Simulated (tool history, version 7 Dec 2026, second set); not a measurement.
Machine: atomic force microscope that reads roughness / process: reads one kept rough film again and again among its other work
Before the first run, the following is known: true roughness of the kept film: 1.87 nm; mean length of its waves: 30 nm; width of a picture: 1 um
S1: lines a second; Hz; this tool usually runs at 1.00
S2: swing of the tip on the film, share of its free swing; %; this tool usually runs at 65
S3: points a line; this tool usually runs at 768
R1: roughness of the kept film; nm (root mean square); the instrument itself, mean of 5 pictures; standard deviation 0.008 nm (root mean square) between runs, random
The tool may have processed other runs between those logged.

run	hour	S1	S2	S3	R1
1	0.0	1.00	65	768	1.598
2	10.3	1.00	65	768	1.585
# hour 17.2: new tip fitted
3	28.3	1.00	65	768	1.719
4	39.9	1.00	65	871	1.705
5	58.4	1.00	65	837	1.688
6	69.2	1.00	65	837	1.673
7	80.7	1.00	65	837	1.670
8	104.5	1.00	65	837	1.634
9	120.4	1.00	65	837	1.616
10	144.0	1.00	65	768	1.592
11	154.8	1.00	65	768	1.595
12	167.9	1.00	65	768	1.565
# hour 173.5: new tip fitted
13	185.5	1.00	65	768	1.717
# hour 187.8: height scale calibrated on a step standard
14	200.5	1.00	65	768	1.717
15	210.2	1.00	65	768	1.690
16	232.3	1.00	69	768	1.668
17	243.9	0.55	78	334	1.638
# hour 254.7: height scale calibrated on a step standard, once more
18	264.2	0.55	78	334	1.626
19	276.7	1.00	57	335	1.619
20	295.2	1.00	57	335	1.616
21	310.1	1.00	57	335	1.600
# hour 331.1: new tip fitted
22	334.0	3.80	57	459	1.648
23	346.8	0.94	63	324	1.710
24	366.4	1.18	65	486	1.675
25	379.1	1.18	65	486	1.649
26	391.6	3.12	80	768	1.353
27	405.1	3.12	80	768	1.334
28	427.4	1.59	80	499	1.477
29	446.7	0.87	65	411	1.598
30	470.3	1.00	60	360	1.570
31	480.7	0.68	68	463	1.563

What if the next run were any one of these 3? Each begins from the tool's condition after run 31:
# hour 487.6: new tip fitted
A	502.9	1.00	57	768	?
# hour 487.6: new tip fitted
B	502.9	0.52	68	463	?
# hour 487.6: new tip fitted
C	502.9	2.15	68	463	?

run	R1
A	1.724
B	1.732
C	1.617
With the hidden condition removed and each run's random variation left untouched, the same runs would have given:
run	R1
A	1.743
B	1.750
C	1.635

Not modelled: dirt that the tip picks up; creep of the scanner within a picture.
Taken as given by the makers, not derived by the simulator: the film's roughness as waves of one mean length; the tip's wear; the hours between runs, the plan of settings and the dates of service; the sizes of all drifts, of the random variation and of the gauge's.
